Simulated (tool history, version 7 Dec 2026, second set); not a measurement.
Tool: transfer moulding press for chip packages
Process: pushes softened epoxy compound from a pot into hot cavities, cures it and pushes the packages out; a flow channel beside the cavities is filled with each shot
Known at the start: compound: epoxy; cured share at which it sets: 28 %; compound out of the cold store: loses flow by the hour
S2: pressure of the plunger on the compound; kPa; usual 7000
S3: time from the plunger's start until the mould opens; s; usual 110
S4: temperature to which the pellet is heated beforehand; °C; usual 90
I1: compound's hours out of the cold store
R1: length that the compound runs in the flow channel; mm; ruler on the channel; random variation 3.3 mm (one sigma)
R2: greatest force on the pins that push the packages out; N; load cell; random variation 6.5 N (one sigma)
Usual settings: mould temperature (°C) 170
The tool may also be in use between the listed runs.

Run 1, hour 0.0: usual settings; I1 13.8. Result: R1 681 mm, R2 352 N.
Run 2, hour 41.2: usual settings; I1 13.8. Result: R1 681 mm, R2 402 N.
Run 3, hour 100.5: usual settings; I1 19.7. Result: R1 657 mm, R2 463 N.
At hour 106.6: plunger's sealing rings changed.
At hour 140.3: cavities cleaned with cleaning compound and waxed.
Run 4, hour 176.3: usual settings but S2 6030 kPa; I1 25.3. Result: R1 609 mm, R2 324 N.
Run 5, hour 252.1: usual settings; I1 16.7. Result: R1 682 mm, R2 425 N.
At hour 330.0: cavities cleaned with cleaning compound and waxed.
Run 6, hour 330.0: usual settings; I1 8.5. Result: R1 708 mm, R2 258 N.
Run 7, hour 401.5: usual settings; I1 42.7. Result: R1 586 mm, R2 388 N.
Run 8, hour 452.9: usual settings; I1 31.4. Result: R1 619 mm, R2 427 N.
Run 9, hour 492.1: usual settings; I1 27.8. Result: R1 632 mm, R2 447 N.
At hour 523.5: cavities cleaned with cleaning compound and waxed.
Run 10, hour 562.9: usual settings but S2 6410 kPa; I1 11.4. Result: R1 654 mm, R2 339 N.
At hour 600.6: plunger's sealing rings changed.
Run 11, hour 604.7: usual settings but mould temperature (°C) 172, S2 8180 kPa; I1 38.4. Result: R1 650 mm, R2 393 N.
Run 12, hour 682.6: usual settings but mould temperature (°C) 177, S2 5880 kPa, S3 149 s, S4 93 °C; I1 31.5. Result: R1 563 mm, R2 428 N.
At hour 715.2: cavities cleaned with cleaning compound and waxed.
Run 13, hour 762.5: usual settings but mould temperature (°C) 165, S2 7460 kPa, S3 126 s, S4 87 °C; I1 39.2. Result: R1 627 mm, R2 339 N.

3 ways to go on from here, each from the tool as it stands after run 13. What would each give?
Run A, hour 839.0: usual settings but S3 103 s, S4 81 °C; I1 24.9. Result: R1 ?, R2 ?.
Run B, hour 839.0: usual settings but mould temperature (°C) 173, S2 7520 kPa, S3 126 s, S4 95 °C; I1 28.1. Result: R1 ?, R2 ?.
Run C, hour 839.0: usual settings but mould temperature (°C) 165, S2 5570 kPa, S3 149 s, S4 87 °C; I1 39.9. Result: R1 ?, R2 ?.

run   R1   R2
  A  648  446
  B  650  413
  C  541  414
Without the tool's hidden state the same runs would have given:
run   R1   R2
  A  659  268
  B  661  247
  C  550  247

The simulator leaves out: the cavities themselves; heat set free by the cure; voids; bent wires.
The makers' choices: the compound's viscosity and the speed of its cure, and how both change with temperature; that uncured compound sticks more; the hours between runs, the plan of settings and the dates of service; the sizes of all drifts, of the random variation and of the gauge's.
